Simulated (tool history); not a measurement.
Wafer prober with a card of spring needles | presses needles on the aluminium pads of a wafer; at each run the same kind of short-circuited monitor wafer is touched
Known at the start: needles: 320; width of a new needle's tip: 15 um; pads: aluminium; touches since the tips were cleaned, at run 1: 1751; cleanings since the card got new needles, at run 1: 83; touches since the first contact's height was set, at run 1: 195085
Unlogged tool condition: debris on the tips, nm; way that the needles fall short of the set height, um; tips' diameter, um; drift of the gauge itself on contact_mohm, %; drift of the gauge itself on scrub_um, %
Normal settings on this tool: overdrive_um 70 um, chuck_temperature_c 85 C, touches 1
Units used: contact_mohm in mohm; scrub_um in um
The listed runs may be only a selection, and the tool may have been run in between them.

run	hour	overdrive_um	chuck_temperature_c	touches	touches since the tips were cleaned	cleanings since the card got new needles	touches since the first contact's height was set	contact_mohm	scrub_um
1	0	70	85	1	1751	83	195085	217	14.47
# hour 1: tips cleaned on abrasive film
# hour 5.3: tips cleaned on abrasive film
# hour 9.9: tips cleaned on abrasive film
2	12.6	70	85	2	1432	86	201716	223	14.48
# hour 14.5: tips cleaned on abrasive film
# hour 19.1: tips cleaned on abrasive film
3	19.9	70	85	2	445	88	205576	222	14.98
# hour 23.6: tips cleaned on abrasive film
# hour 28: tips cleaned on abrasive film
4	28	70	85	2	5	90	209832	221	14.71
# hour 32.2: tips cleaned on abrasive film
# hour 36.8: tips cleaned on abrasive film
5	40.1	80	85	1	1788	92	216295	222	16.58
# hour 41.1: tips cleaned on abrasive film
# hour 45.5: tips cleaned on abrasive film
# hour 49.3: tips cleaned on abrasive film
6	49.3	80	85	3	0	95	221063	219	16.45
# hour 53.8: tips cleaned on abrasive film
7	57.3	70	85	1	1893	96	225367	222	14.99
# hour 58.3: tips cleaned on abrasive film
# hour 62.6: tips cleaned on abrasive film
# hour 67.1: tips cleaned on abrasive film
8	69.9	70	85	1	1487	99	231992	219	14.9
# hour 70.9: tips cleaned on abrasive film
# hour 75.2: tips cleaned on abrasive film
# hour 79.5: tips cleaned on abrasive film
# hour 84: tips cleaned on abrasive film
9	85.5	70	85	1	852	103	240250	220	14.77
# hour 88.2: tips cleaned on abrasive film
# hour 91.9: tips cleaned on abrasive film
# hour 93: height of the first contact set anew
# hour 96: tips cleaned on abrasive film
# hour 100.6: tips cleaned on abrasive film
10	101.2	70	85	1	319	107	4344	216	14.65
# hour 104.8: tips cleaned on abrasive film
# hour 109.2: tips cleaned on abrasive film
11	111.2	70	85	1	1097	109	9636	219	14.76
# hour 113.1: tips cleaned on abrasive film
# hour 117.6: tips cleaned on abrasive film
12	119.8	70	73	1	1163	111	14176	216	14.58
# hour 121.7: tips cleaned on abrasive film
# hour 126.3: tips cleaned on abrasive film
# hour 130: tips cleaned on abrasive film
# hour 134.1: tips cleaned on abrasive film
13	135.9	70	85	2	965	115	22687	220	14.9
# hour 138.7: tips cleaned on abrasive film
# hour 143.3: tips cleaned on abrasive film
# hour 147.9: tips cleaned on abrasive film
# hour 151.6: tips cleaned on abrasive film
14	153	70	85	2	739	119	31686	221	14.8
# hour 155.6: tips cleaned on abrasive film
# hour 160.2: tips cleaned on abrasive film
# hour 164: tips cleaned on abrasive film
15	164	70	85	2	0	122	37476	219	14.58
# hour 168.5: tips cleaned on abrasive film
# hour 172.6: tips cleaned on abrasive film
16	172.6	70	85	2	0	124	42034	219	14.76
# hour 177.1: tips cleaned on abrasive film
# hour 180.8: tips cleaned on abrasive film
17	181.8	62	92	1	523	126	46877	225	13.06
# hour 185.2: tips cleaned on abrasive film
# hour 189.8: tips cleaned on abrasive film
18	192.3	62	92	1	1370	128	52470	224	13.16
# hour 194.2: tips cleaned on abrasive film
# hour 198.4: tips cleaned on abrasive film
19	199.6	62	35	1	643	130	56305	211	13.06
# hour 202.7: tips cleaned on abrasive film
# hour 207.2: tips cleaned on abrasive film
# hour 211.8: tips cleaned on abrasive film
20	212.1	77	32	1	182	133	62904	209	16.31
# hour 215.7: tips cleaned on abrasive film
# hour 220.3: tips cleaned on abrasive film
21	221.5	60	85	1	663	135	67854	221	12.59
# hour 224.2: tips cleaned on abrasive film
# hour 228.7: tips cleaned on abrasive film
# hour 233.3: tips cleaned on abrasive film
22	236.2	70	42	1	1602	138	75665	209	14.81
# hour 237.2: tips cleaned on abrasive film
# hour 241.8: tips cleaned on abrasive film
# hour 246: tips cleaned on abrasive film
23	249.1	70	42	1	1709	141	82479	207	14.72
# hour 250.1: tips cleaned on abrasive film
# hour 254.7: tips cleaned on abrasive film
24	256.8	77	42	3	1163	143	86531	210	15.93
# hour 258.6: tips cleaned on abrasive film
# hour 263.2: tips cleaned on abrasive film
# hour 267.4: tips cleaned on abrasive film
25	269.1	78	111	2	959	146	93020	226	16.43
# hour 271.7: tips cleaned on abrasive film
# hour 276.1: tips cleaned on abrasive film
26	277	52	67	2	475	148	97155	219	10.96

Run 27 has not been measured yet. What should we expect?
# hour 280.7: tips cleaned on abrasive film
# hour 285.1: tips cleaned on abrasive film
27	288.5	70	33	1	1816	150	103254	?	?

contact_mohm: 211 mohm
scrub_um: 14.66 um
On a tool with no hidden condition, and with the same random variation, this run would have come out at contact_mohm 211 mohm, scrub_um 14.66 um.

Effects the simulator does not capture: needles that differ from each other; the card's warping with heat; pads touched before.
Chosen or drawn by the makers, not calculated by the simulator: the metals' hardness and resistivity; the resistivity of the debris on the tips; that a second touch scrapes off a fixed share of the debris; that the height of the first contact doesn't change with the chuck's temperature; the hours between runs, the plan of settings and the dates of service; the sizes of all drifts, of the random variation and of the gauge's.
